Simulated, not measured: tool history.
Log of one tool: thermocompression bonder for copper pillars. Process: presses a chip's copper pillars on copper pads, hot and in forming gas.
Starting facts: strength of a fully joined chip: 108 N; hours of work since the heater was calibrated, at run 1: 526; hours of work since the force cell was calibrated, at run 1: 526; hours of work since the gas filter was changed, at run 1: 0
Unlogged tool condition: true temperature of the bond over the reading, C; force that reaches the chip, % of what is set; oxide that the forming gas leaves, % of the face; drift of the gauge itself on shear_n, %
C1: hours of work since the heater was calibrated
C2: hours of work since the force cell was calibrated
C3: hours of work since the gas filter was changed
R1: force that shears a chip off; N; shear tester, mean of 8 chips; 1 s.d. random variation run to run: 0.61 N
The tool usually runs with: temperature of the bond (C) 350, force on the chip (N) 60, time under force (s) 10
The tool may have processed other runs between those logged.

run 1 hour=0.0 | temperature_of_the_bond_(C)=350 force_on_the_chip_(N)=60 time_under_force_(s)=10 | C1=526 C2=526 C3=0 | R1=47.7
run 2 hour=17.5 | temperature_of_the_bond_(C)=350 force_on_the_chip_(N)=60 time_under_force_(s)=10 | C1=537 C2=537 C3=11 | R1=47.2
run 3 hour=50.9 | temperature_of_the_bond_(C)=350 force_on_the_chip_(N)=60 time_under_force_(s)=10 | C1=558 C2=558 C3=32 | R1=45.8
run 4 hour=84.3 | temperature_of_the_bond_(C)=358 force_on_the_chip_(N)=60 time_under_force_(s)=10 | C1=579 C2=579 C3=53 | R1=48.5
run 5 hour=108.9 | temperature_of_the_bond_(C)=358 force_on_the_chip_(N)=60 time_under_force_(s)=10 | C1=594 C2=594 C3=68 | R1=48.3
run 6 hour=135.5 | temperature_of_the_bond_(C)=350 force_on_the_chip_(N)=60 time_under_force_(s)=11 | C1=611 C2=611 C3=84 | R1=46.3
run 7 hour=151.8 | temperature_of_the_bond_(C)=373 force_on_the_chip_(N)=60 time_under_force_(s)=11 | C1=621 C2=621 C3=95 | R1=52.6
run 8 hour=180.3 | temperature_of_the_bond_(C)=350 force_on_the_chip_(N)=60 time_under_force_(s)=10 | C1=639 C2=639 C3=112 | R1=43.4
run 9 hour=197.1 | temperature_of_the_bond_(C)=353 force_on_the_chip_(N)=60 time_under_force_(s)=10 | C1=649 C2=649 C3=123 | R1=44.4
run 10 hour=213.8 | temperature_of_the_bond_(C)=353 force_on_the_chip_(N)=60 time_under_force_(s)=10 | C1=659 C2=659 C3=133 | R1=44.0
run 11 hour=247.3 | temperature_of_the_bond_(C)=350 force_on_the_chip_(N)=60 time_under_force_(s)=10 | C1=680 C2=680 C3=154 | R1=41.7
run 12 hour=265.3 | temperature_of_the_bond_(C)=350 force_on_the_chip_(N)=60 time_under_force_(s)=19 | C1=691 C2=691 C3=165 | R1=53.2
run 13 hour=281.8 | temperature_of_the_bond_(C)=350 force_on_the_chip_(N)=60 time_under_force_(s)=19 | C1=702 C2=702 C3=176 | R1=52.6
-- hour=285.5 forming gas filter changed
run 14 hour=312.8 | temperature_of_the_bond_(C)=350 force_on_the_chip_(N)=60 time_under_force_(s)=19 | C1=721 C2=721 C3=17 | R1=57.6
run 15 hour=333.8 | temperature_of_the_bond_(C)=350 force_on_the_chip_(N)=60 time_under_force_(s)=26 | C1=734 C2=734 C3=30 | R1=63.8
run 16 hour=356.3 | temperature_of_the_bond_(C)=350 force_on_the_chip_(N)=60 time_under_force_(s)=10 | C1=748 C2=748 C3=44 | R1=45.6
run 17 hour=382.0 | temperature_of_the_bond_(C)=350 force_on_the_chip_(N)=60 time_under_force_(s)=10 | C1=764 C2=764 C3=60 | R1=44.8
run 18 hour=396.9 | temperature_of_the_bond_(C)=350 force_on_the_chip_(N)=60 time_under_force_(s)=10 | C1=773 C2=773 C3=69 | R1=43.3
run 19 hour=413.1 | temperature_of_the_bond_(C)=350 force_on_the_chip_(N)=60 time_under_force_(s)=13 | C1=783 C2=783 C3=79 | R1=49.3
run 20 hour=439.8 | temperature_of_the_bond_(C)=350 force_on_the_chip_(N)=60 time_under_force_(s)=10 | C1=800 C2=800 C3=96 | R1=44.1
-- hour=442.8 force cell calibrated
run 21 hour=458.9 | temperature_of_the_bond_(C)=350 force_on_the_chip_(N)=60 time_under_force_(s)=10 | C1=811 C2=10 C3=107 | R1=41.7
run 22 hour=480.4 | temperature_of_the_bond_(C)=350 force_on_the_chip_(N)=60 time_under_force_(s)=10 | C1=824 C2=23 C3=120 | R1=42.5
run 23 hour=505.8 | temperature_of_the_bond_(C)=327 force_on_the_chip_(N)=54 time_under_force_(s)=11 | C1=840 C2=39 C3=136 | R1=32.1
run 24 hour=521.9 | temperature_of_the_bond_(C)=377 force_on_the_chip_(N)=60 time_under_force_(s)=6 | C1=850 C2=49 C3=146 | R1=42.9
run 25 hour=537.7 | temperature_of_the_bond_(C)=377 force_on_the_chip_(N)=60 time_under_force_(s)=6 | C1=860 C2=59 C3=156 | R1=41.2
run 26 hour=553.4 | temperature_of_the_bond_(C)=372 force_on_the_chip_(N)=60 time_under_force_(s)=6 | C1=870 C2=69 C3=166 | R1=39.4
-- hour=570.8 forming gas filter changed
run 27 hour=586.8 | temperature_of_the_bond_(C)=372 force_on_the_chip_(N)=60 time_under_force_(s)=6 | C1=890 C2=89 C3=10 | R1=44.4
-- hour=591.4 force cell calibrated, once more
run 28 hour=618.0 | temperature_of_the_bond_(C)=372 force_on_the_chip_(N)=60 time_under_force_(s)=6 | C1=909 C2=17 C3=28 | R1=48.3
run 29 hour=633.4 | temperature_of_the_bond_(C)=372 force_on_the_chip_(N)=60 time_under_force_(s)=6 | C1=918 C2=26 C3=38 | R1=48.6
run 30 hour=652.7 | temperature_of_the_bond_(C)=372 force_on_the_chip_(N)=60 time_under_force_(s)=6 | C1=930 C2=38 C3=50 | R1=48.0
run 31 hour=682.6 | temperature_of_the_bond_(C)=333 force_on_the_chip_(N)=39 time_under_force_(s)=27 | C1=949 C2=57 C3=69 | R1=46.3
-- hour=703.1 heater calibrated with a thermocouple chip
run 32 hour=708.3 | temperature_of_the_bond_(C)=342 force_on_the_chip_(N)=60 time_under_force_(s)=7 | C1=3 C2=72 C3=83 | R1=35.9
run 33 hour=735.0 | temperature_of_the_bond_(C)=379 force_on_the_chip_(N)=60 time_under_force_(s)=7 | C1=20 C2=88 C3=100 | R1=47.8
run 34 hour=754.2 | temperature_of_the_bond_(C)=339 force_on_the_chip_(N)=81 time_under_force_(s)=25 | C1=32 C2=100 C3=112 | R1=64.9
run 35 hour=789.3 | temperature_of_the_bond_(C)=324 force_on_the_chip_(N)=88 time_under_force_(s)=29 | C1=54 C2=122 C3=134 | R1=62.9
run 36 hour=815.3 | temperature_of_the_bond_(C)=354 force_on_the_chip_(N)=53 time_under_force_(s)=6 | C1=70 C2=138 C3=150 | R1=33.6
run 37 hour=844.0 | temperature_of_the_bond_(C)=361 force_on_the_chip_(N)=62 time_under_force_(s)=6 | C1=88 C2=156 C3=168 | R1=38.5
-- hour=859.0 forming gas filter changed
run 38 hour=868.1 | temperature_of_the_bond_(C)=338 force_on_the_chip_(N)=88 time_under_force_(s)=12 | C1=102 C2=171 C3=6 | R1=56.5
run 39 hour=901.7 | temperature_of_the_bond_(C)=338 force_on_the_chip_(N)=88 time_under_force_(s)=12 | C1=123 C2=192 C3=27 | R1=56.6

Branching from run 39: 3 alternative next runs. What would each branch give?
run A hour=928.0 | temperature_of_the_bond_(C)=358 force_on_the_chip_(N)=68 time_under_force_(s)=5 | C1=140 C2=208 C3=43 | R1=?
run B hour=928.0 | temperature_of_the_bond_(C)=338 force_on_the_chip_(N)=74 time_under_force_(s)=12 | C1=140 C2=208 C3=43 | R1=?
run C hour=928.0 | temperature_of_the_bond_(C)=338 force_on_the_chip_(N)=86 time_under_force_(s)=10 | C1=140 C2=208 C3=43 | R1=?

run=A R1=41.0
run=B R1=50.2
run=C R1=51.3
Had the tool no hidden state, the same runs would have come out as:
run=A R1=42.2
run=B R1=51.6
run=C R1=52.8
